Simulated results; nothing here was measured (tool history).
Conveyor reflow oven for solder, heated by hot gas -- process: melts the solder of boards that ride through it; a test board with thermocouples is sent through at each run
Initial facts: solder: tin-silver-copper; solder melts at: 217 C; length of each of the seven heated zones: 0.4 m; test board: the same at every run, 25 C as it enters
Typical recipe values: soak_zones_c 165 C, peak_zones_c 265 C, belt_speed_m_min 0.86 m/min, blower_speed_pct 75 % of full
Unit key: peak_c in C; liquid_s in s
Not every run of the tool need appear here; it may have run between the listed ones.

run	hour	soak_zones_c	peak_zones_c	belt_speed_m_min	blower_speed_pct	peak_c	liquid_s
1	0	165	265	0.86	75	249.99	38.66
2	32.6	165	265	0.929	75	247.37	33.98
3	79.3	170	265	0.86	75	250.77	40.39
4	109.2	165	265	0.86	51	241.58	31.52
5	144.9	165	265	0.86	57	244.16	33.85
6	187	165	262	0.86	57	241.72	31.89
7	230.9	165	262	0.86	57	241.55	32.01
8	251.2	179	264	1.018	71	245.16	32.05
9	271.2	179	264	1.018	71	245.16	32.02
10	309.5	173	265	0.86	75	251.1	41.4
11	345.2	173	265	0.86	75	251.26	41.4
12	388.2	173	265	0.778	58	249.7	44.25
13	407.3	173	265	0.778	58	249.59	44.39
14	442.2	173	261	0.938	58	239.76	29.4

Put back what was entered between runs (2 entries, withheld): which listed runs does each sit between, and how does the hidden state differ from the listed run before to the listed run after?
Runs 2 to 3: flux residue cleaned out of gas plates and filters (hour 57.4)
  the hidden state is the same at both runs
Runs 13 to 14: flux residue cleaned out of gas plates and filters (hour 422.7)
  heat that the gas passes to the board, % of a clean oven's: 99.8 -> 100

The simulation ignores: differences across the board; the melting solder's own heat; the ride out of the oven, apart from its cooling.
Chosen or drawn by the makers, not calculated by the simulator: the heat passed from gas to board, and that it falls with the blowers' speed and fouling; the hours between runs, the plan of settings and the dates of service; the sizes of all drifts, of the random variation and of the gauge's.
